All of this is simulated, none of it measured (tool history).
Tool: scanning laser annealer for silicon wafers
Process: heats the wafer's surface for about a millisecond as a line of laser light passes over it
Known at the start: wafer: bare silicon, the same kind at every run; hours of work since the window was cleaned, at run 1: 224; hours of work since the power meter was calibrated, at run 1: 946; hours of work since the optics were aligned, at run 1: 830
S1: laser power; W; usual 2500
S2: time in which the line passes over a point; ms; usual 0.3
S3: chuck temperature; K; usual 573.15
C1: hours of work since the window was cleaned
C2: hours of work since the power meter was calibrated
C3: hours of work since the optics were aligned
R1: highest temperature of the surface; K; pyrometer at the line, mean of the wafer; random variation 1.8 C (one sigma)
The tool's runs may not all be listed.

run    hour    S1     S2      S3   C1    C2   C3       R1
  1       0  2500    0.3  573.15  224   946  830  1278.15
  2    77.1  2331    0.3  573.15  280  1002  885  1226.15
  3   117.7  2500  0.238  573.15  309  1031  914  1204.15
      131.8  -- optics aligned, line set to its width
  4   188.4  2500  0.238  573.15  356  1078   41  1196.15
  5   244.3  2500  0.236  573.15  396  1119   81  1193.15
  6   328.6  2500  0.236  573.15  457  1179  142  1192.15
  7   407.5  2500    0.3  573.15  514  1236  199  1255.15
        432  -- optics aligned, line set to its width, once more
  8   497.3  2500    0.3  573.15  575  1297   47  1271.15
      503.7  -- window over the wafer cleaned
  9   541.5  2500    0.3  573.15   27  1328   77  1295.15
 10   595.7  2500    0.3  573.15   66  1367  116  1295.15
 11   667.5  2500    0.3  537.15  118  1419  168  1262.15
 12   739.9  2500    0.3  537.15  170  1471  220  1254.15
 13   808.7  2500   0.24  573.15  220  1520  270  1222.15
 14   864.1  2500    0.3  549.15  260  1560  310  1263.15
 15   917.4  2500    0.3  549.15  298  1599  348  1259.15
 16   974.7  2500    0.3  587.15  339  1640  390  1295.15
 17  1025.5  2500    0.3  587.15  376  1677  426  1294.15
 18  1112.7  2500    0.3  587.15  439  1739  489  1294.15
 19  1193.6  2500    0.3  573.15  497  1798  547  1274.15
 20    1261  2500    0.3  573.15  546  1846  596  1272.15
     1308.9  -- window over the wafer cleaned
 21  1332.3  2500    0.3  550.15   17  1896  646  1273.15
 22  1409.5  2500    0.3  550.15   72  1952  701  1269.15
 23  1497.3  2500    0.3  550.15  136  2015  765  1265.15
 24  1575.6  2500  0.325  605.15  192  2071  821  1342.15
 25  1615.4  2500  0.325  605.15  221  2100  850  1344.15
 26  1670.2  2253    0.3  554.15  260  2140  889  1194.15
     1723.8  -- optics aligned, line set to its width
 27  1728.3  2546  0.296  600.15  299  2178    3  1327.15
 28  1799.5  2546  0.263  591.15  350  2229   55  1276.15
 29    1862  2147  0.239  600.15  395  2274  100  1153.15
 30  1935.8  2500   0.24  573.15  448  2327  153  1217.15
 31  2005.3  2580  0.261  568.15  498  2377  203  1256.15
 32  2077.3  2537  0.316  549.15  550  2429  255  1280.15
     2122.5  -- window over the wafer cleaned
 33    2138  2719  0.262  561.15   11  2472  297  1312.15
 34  2211.8  2510    0.3  568.15   64  2525  350  1296.15
 35  2270.5  2691  0.212  592.15  107  2567  392  1262.15
 36  2337.9  2585  0.248  596.15  155  2616  441  1283.15
 37  2417.3  2396    0.3  551.15  212  2673  498  1240.15
 38    2511  2500  0.284  573.15  280  2740  566  1274.15
 39  2566.2  2500  0.216  592.15  320  2780  606  1209.15
 40  2635.3  2500  0.216  592.15  369  2830  655  1211.15

Measured less the same run without the tool's hidden state. The same run-to-run variation is in both; the gauge's scatter may not be:
The hidden state here: light that passes the window, % of a clean one's; laser's true power over the reading, %; width of the line over the set one, %; drift of the gauge itself on peak_c, C.
run   R1
  1  -15
  2  -16
  3  -17
  4  -24
  5  -26
  6  -28
  7  -34
  8  -20
  9   +6
 10   +5
 11   +3
 12   +0
 13   -2
 14   -4
 15   -6
 16   -8
 17  -10
 18  -13
 19  -17
 20  -19
 21   +4
 22   +1
 23   -2
 24   -5
 25   -6
 26   -7
 27   +0
 28   -2
 29   -4
 30   -7
 31   -9
 32  -13
 33  +13
 34  +10
 35   +7
 36   +5
 37   +2
 38   -1
 39   -2
 40   -5
